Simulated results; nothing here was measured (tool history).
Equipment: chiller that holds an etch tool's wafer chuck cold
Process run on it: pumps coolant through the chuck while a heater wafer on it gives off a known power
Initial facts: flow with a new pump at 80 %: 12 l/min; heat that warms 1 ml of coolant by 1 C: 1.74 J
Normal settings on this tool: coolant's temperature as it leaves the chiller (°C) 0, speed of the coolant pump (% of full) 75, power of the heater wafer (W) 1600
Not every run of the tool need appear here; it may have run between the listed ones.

run    hour  coolant's temperature as it leaves the chiller (°C)  speed of the coolant pump (% of full)  power of the heater wafer (W)  chuck's temperature once it has settled (°C)  how much warmer the coolant comes back (C)
  1       0                                                    0                                     75                           1600                                          21.4                                        5.12
      111.1  -- coolant changed, channels flushed
  2   114.4                                                    0                                     75                           1600                                          19.5                                        5.15
  3   210.9                                                    0                                     75                           1600                                          19.6                                        5.18
  4   296.4                                                    5                                     75                           1600                                          24.6                                        5.12
  5   367.1                                                    5                                     75                           1600                                          24.6                                        5.16
  6   432.7                                                    0                                     75                           1600                                          19.7                                        5.17
  7   539.8                                                    4                                     75                           1600                                          23.7                                        5.22
  8   613.6                                                    4                                     75                           1600                                          23.9                                        5.23
  9   714.3                                                    4                                     75                           1600                                          23.8                                        5.16
 10   765.8                                                    4                                     75                           1600                                          23.8                                         5.2
 11   865.2                                                   -5                                     75                            819                                           4.6                                        2.65
 12   939.9                                                   -5                                     75                            819                                           4.6                                        2.68
 13  1037.1                                                   -1                                     79                           1014                                          10.7                                        3.13
 14  1099.9                                                    0                                     66                            992                                            13                                         3.8
 15  1159.2                                                   -1                                     75                           1600                                            19                                        5.24
 16  1239.5                                                   -1                                     75                           1600                                          19.2                                        5.25
 17  1318.4                                                   -1                                     73                           1577                                          19.1                                        5.36
 18  1404.3                                                   -1                                     73                           1577                                          19.2                                        5.34
     1468.6  -- chiller's thermometer calibrated
 19  1513.3                                                   -1                                     73                           1577                                          20.7                                        5.41

Predict each of these 3 candidate next runs independently; none follows another, all start after run 19:
  A  1572.6                                                  -10                                     75                            862                                             ?                                           ?
  B  1572.6                                                    0                                     81                           1296                                             ?                                           ?
  C  1572.6                                                    9                                    100                           2384                                             ?                                           ?

run  chuck's temperature once it has settled (°C)  how much warmer the coolant comes back (C)
  A                                           1.5                                        2.87
  B                                          16.7                                        3.89
  C                                          35.8                                        5.72
Without the tool's unlogged condition, the same runs would have read:
run  chuck's temperature once it has settled (°C)  how much warmer the coolant comes back (C)
  A                                           0.7                                        2.67
  B                                          15.6                                        3.63
  C                                            34                                        5.33
